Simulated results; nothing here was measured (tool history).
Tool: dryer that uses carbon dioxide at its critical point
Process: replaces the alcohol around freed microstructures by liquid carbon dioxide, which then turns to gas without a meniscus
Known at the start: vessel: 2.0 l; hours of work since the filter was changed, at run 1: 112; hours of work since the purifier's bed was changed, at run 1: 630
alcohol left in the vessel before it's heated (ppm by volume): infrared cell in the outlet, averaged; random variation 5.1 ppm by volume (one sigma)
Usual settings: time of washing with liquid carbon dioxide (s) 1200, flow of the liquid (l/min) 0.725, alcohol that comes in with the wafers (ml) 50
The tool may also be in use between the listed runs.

run	hour	time of washing with liquid carbon dioxide (s)	flow of the liquid (l/min)	alcohol that comes in with the wafers (ml)	hours of work since the filter was changed	hours of work since the purifier's bed was changed	alcohol left in the vessel before it's heated (ppm by volume)
1	0.0	1200	0.725	50	112	630	214
2	56.8	1200	0.556	50	138	656	442
3	87.6	1200	0.680	50	153	671	265
4	125.0	1200	0.750	50	170	688	223
5	173.0	1200	0.725	55	193	710	243
6	206.6	1200	0.725	50	208	726	244
7	264.6	1200	0.725	50	235	753	251
8	313.5	780	0.725	50	258	776	753
9	352.0	780	0.725	50	276	794	769
10	404.0	780	0.725	50	301	818	789
11	443.7	780	0.725	50	319	837	767
12	471.0	780	0.790	50	332	850	622
13	506.7	780	0.790	50	348	866	635
14	554.6	1200	0.725	50	371	889	299
15	599.6	1080	0.725	50	392	910	359
16	644.6	1080	0.725	50	413	931	367
17	683.5	1080	0.725	50	431	949	379
18	716.0	900	0.725	50	446	964	566
19	741.3	1200	0.725	50	458	976	320
20	795.9	1200	0.725	50	484	1001	326
21	854.4	1200	0.725	50	511	1029	338
22	897.3	1200	0.725	50	531	1049	353
23	938.9	1080	0.803	50	550	1068	353
# hour 951.9: inlet filter changed
24	993.3	1080	0.803	50	19	1093	317
25	1042.8	1080	0.803	50	42	1116	317
# hour 1054.8: purifier's bed changed
26	1084.3	1080	0.803	50	60	14	70
27	1126.5	1380	0.803	70	80	33	30
28	1177.0	1200	0.939	63	104	57	34
29	1232.6	1200	0.939	63	130	83	45
30	1268.3	1200	0.939	63	146	100	36
31	1309.7	1500	0.725	64	166	119	51
32	1349.8	1920	0.725	50	184	138	40
33	1394.1	840	0.725	50	205	158	450
34	1443.5	1140	0.725	118	228	181	271
35	1482.1	1620	0.571	50	246	200	114
36	1518.5	1020	1.059	35	263	216	63
37	1544.8	1200	0.924	50	275	229	76
38	1591.8	1920	0.725	50	297	251	69
39	1639.6	840	0.725	88	320	273	864
40	1691.3	1200	1.144	22	344	297	79
41	1744.7	1740	1.028	59	369	322	82
42	1791.9	1200	0.725	24	391	344	126
43	1848.8	1200	0.725	24	417	371	136
44	1876.9	840	0.522	50	430	384	1605

Hidden state at the last listed run before each entry between runs and at the first one after, where it differs:
Between runs 23 and 24: inlet filter changed (hour 951.9)
  flow that reaches the vessel past the clogged filter, %: 91.5 -> 99.2; alcohol in the recycled carbon dioxide, ppm: 252.8 -> 258.7
  measured less the result without the state, alcohol left in the vessel before it's heated (ppm by volume): +281 -> +259
Between runs 25 and 26: purifier's bed changed (hour 1054.8)
  flow that reaches the vessel past the clogged filter, %: 98.8 -> 98.6; alcohol in the recycled carbon dioxide, ppm: 263.7 -> 9.8
  measured less the result without the state, alcohol left in the vessel before it's heated (ppm by volume): +259 -> +10

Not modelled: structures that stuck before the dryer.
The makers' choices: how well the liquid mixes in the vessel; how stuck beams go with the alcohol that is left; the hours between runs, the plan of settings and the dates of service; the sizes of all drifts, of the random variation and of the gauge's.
